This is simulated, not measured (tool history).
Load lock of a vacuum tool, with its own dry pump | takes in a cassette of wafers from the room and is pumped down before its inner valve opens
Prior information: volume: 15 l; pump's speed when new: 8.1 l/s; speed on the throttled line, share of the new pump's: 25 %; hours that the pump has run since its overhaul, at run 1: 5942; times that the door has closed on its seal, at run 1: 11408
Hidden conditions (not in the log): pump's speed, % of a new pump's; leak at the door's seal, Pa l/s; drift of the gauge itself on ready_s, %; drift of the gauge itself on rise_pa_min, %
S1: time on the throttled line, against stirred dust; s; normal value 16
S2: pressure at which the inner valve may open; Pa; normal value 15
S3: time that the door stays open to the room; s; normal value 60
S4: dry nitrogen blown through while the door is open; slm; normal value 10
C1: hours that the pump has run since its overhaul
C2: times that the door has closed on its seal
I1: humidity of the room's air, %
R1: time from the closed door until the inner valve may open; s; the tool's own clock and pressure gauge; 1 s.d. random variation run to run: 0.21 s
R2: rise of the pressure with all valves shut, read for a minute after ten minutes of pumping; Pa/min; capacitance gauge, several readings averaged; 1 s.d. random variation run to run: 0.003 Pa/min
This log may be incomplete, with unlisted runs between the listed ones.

Run 1, hour 0: usual settings; C1 5942; C2 11408; I1 44.1. Result: R1 29.2 s, R2 0.071 Pa/min.
Run 2, hour 103.3: usual settings; C1 6045; C2 11729; I1 41.3. Result: R1 28.7 s, R2 0.069 Pa/min.
Run 3, hour 201.3: usual settings; C1 6143; C2 12033; I1 47.3. Result: R1 29 s, R2 0.076 Pa/min.
Run 4, hour 305.4: usual settings but S4 6 slm; C1 6247; C2 12357; I1 45.5. Result: R1 29.3 s, R2 0.076 Pa/min.
Run 5, hour 421.3: usual settings but S4 6 slm; C1 6363; C2 12717; I1 45.6. Result: R1 28.6 s, R2 0.077 Pa/min.
Run 6, hour 579.5: usual settings but S4 6 slm; C1 6522; C2 13208; I1 46.4. Result: R1 29.1 s, R2 0.084 Pa/min.
Run 7, hour 702.1: usual settings but S4 6 slm; C1 6644; C2 13589; I1 44.1. Result: R1 29.2 s, R2 0.08 Pa/min.
Run 8, hour 845.3: usual settings but S4 6 slm; C1 6787; C2 14034; I1 44.2. Result: R1 29.5 s, R2 0.084 Pa/min.
Run 9, hour 930.8: usual settings but S4 6 slm; C1 6873; C2 14299; I1 48. Result: R1 29.1 s, R2 0.088 Pa/min.
Run 10, hour 1069.5: usual settings but S4 6 slm; C1 7012; C2 14730; I1 47. Result: R1 29.3 s, R2 0.092 Pa/min.
Run 11, hour 1232.2: usual settings but S4 29 slm; C1 7174; C2 15235; I1 45. Result: R1 29.5 s, R2 0.078 Pa/min.
Run 12, hour 1383.8: usual settings but S4 29 slm; C1 7326; C2 15706; I1 42.3. Result: R1 29.2 s, R2 0.08 Pa/min.
Run 13, hour 1540.4: usual settings; C1 7482; C2 16193; I1 45.8. Result: R1 29.4 s, R2 0.089 Pa/min.
Run 14, hour 1616.5: usual settings but S4 12 slm; C1 7559; C2 16429; I1 44.6. Result: R1 29.1 s, R2 0.088 Pa/min.
Run 15, hour 1723: usual settings but S4 12 slm; C1 7665; C2 16760; I1 44.3. Result: R1 29.3 s, R2 0.094 Pa/min.
Run 16, hour 1819.1: usual settings but S4 12 slm; C1 7761; C2 17058; I1 41. Result: R1 29.6 s, R2 0.094 Pa/min.
Run 17, hour 1980.2: usual settings but S1 32 s, S2 28 Pa, S3 78 s, S4 19 slm; C1 7922; C2 17559; I1 44. Result: R1 40 s, R2 0.092 Pa/min.
Run 18, hour 2082.7: usual settings but S1 17 s, S2 29 Pa, S3 158 s, S4 37 slm; C1 8025; C2 17877; I1 48.2. Result: R1 28.7 s, R2 0.099 Pa/min.
Run 19, hour 2159.5: usual settings but S2 26 Pa, S3 72 s, S4 43 slm; C1 8102; C2 18116; I1 47. Result: R1 28.1 s, R2 0.085 Pa/min.
Run 20, hour 2273.3: usual settings but S1 17 s, S2 27 Pa, S3 42 s, S4 43 slm; C1 8215; C2 18469; I1 43.8. Result: R1 29.2 s, R2 0.081 Pa/min.
Run 21, hour 2358.7: usual settings but S1 14 s, S2 13 Pa, S3 147 s; C1 8301; C2 18734; I1 44.8. Result: R1 27.8 s, R2 0.122 Pa/min.
Run 22, hour 2518.1: usual settings but S1 14 s, S2 13 Pa, S3 147 s; C1 8460; C2 19229; I1 43.6. Result: R1 27.9 s, R2 0.126 Pa/min.
Run 23, hour 2649.8: usual settings but S1 20 s, S3 48 s; C1 8592; C2 19638; I1 46. Result: R1 32.3 s, R2 0.105 Pa/min.
Run 24, hour 2737.4: usual settings but S1 20 s, S3 48 s; C1 8679; C2 19911; I1 43.5. Result: R1 32.5 s, R2 0.103 Pa/min.
Run 25, hour 2861.4: usual settings but S1 17 s, S2 22 Pa, S3 48 s; C1 8803; C2 20296; I1 46.9. Result: R1 29.5 s, R2 0.11 Pa/min.
Run 26, hour 2973: usual settings but S1 17 s, S2 22 Pa, S3 48 s; C1 8915; C2 20642; I1 48.5. Result: R1 29.1 s, R2 0.113 Pa/min.
Run 27, hour 3097.9: usual settings but S1 13 s, S2 11 Pa, S3 96 s; C1 9040; C2 21030; I1 47.9. Result: R1 27.8 s, R2 0.128 Pa/min.
Run 28, hour 3180.3: usual settings but S1 13 s, S2 11 Pa, S3 35 s, S4 21 slm; C1 9122; C2 21286; I1 45.1. Result: R1 28.2 s, R2 0.102 Pa/min.
Run 29, hour 3275.4: usual settings but S1 13 s, S2 12 Pa, S3 30 s, S4 21 slm; C1 9217; C2 21582; I1 45.4. Result: R1 27.8 s, R2 0.101 Pa/min.

Here are 5 independent what-if runs from the current tool condition. What would each one return?
Run A, hour 3393.5: usual settings but S1 8 s, S3 126 s, S4 9 slm; C1 9336; C2 21949; I1 45.2. Result: R1 ?, R2 ?.
Run B, hour 3393.5: usual settings but S2 13 Pa, S4 5 slm; C1 9336; C2 21949; I1 45.4. Result: R1 ?, R2 ?.
Run C, hour 3393.5: usual settings but S1 18 s; C1 9336; C2 21949; I1 47.4. Result: R1 ?, R2 ?.
Run D, hour 3393.5: usual settings but S2 18 Pa; C1 9336; C2 21949; I1 44.8. Result: R1 ?, R2 ?.
Run E, hour 3393.5: usual settings but S1 15 s; C1 9336; C2 21949; I1 43.5. Result: R1 ?, R2 ?.

run    R1     R2
  A  23.2  0.137
  B  30.1  0.127
  C    31  0.124
  D  28.8  0.117
  E  28.4  0.122
The same runs, with their run-to-run variation unchanged, on a tool lacking any hidden condition would have given:
run    R1     R2
  A  22.2  0.055
  B  29.1  0.044
  C  30.1  0.042
  D  27.9  0.035
  E  27.5  0.039

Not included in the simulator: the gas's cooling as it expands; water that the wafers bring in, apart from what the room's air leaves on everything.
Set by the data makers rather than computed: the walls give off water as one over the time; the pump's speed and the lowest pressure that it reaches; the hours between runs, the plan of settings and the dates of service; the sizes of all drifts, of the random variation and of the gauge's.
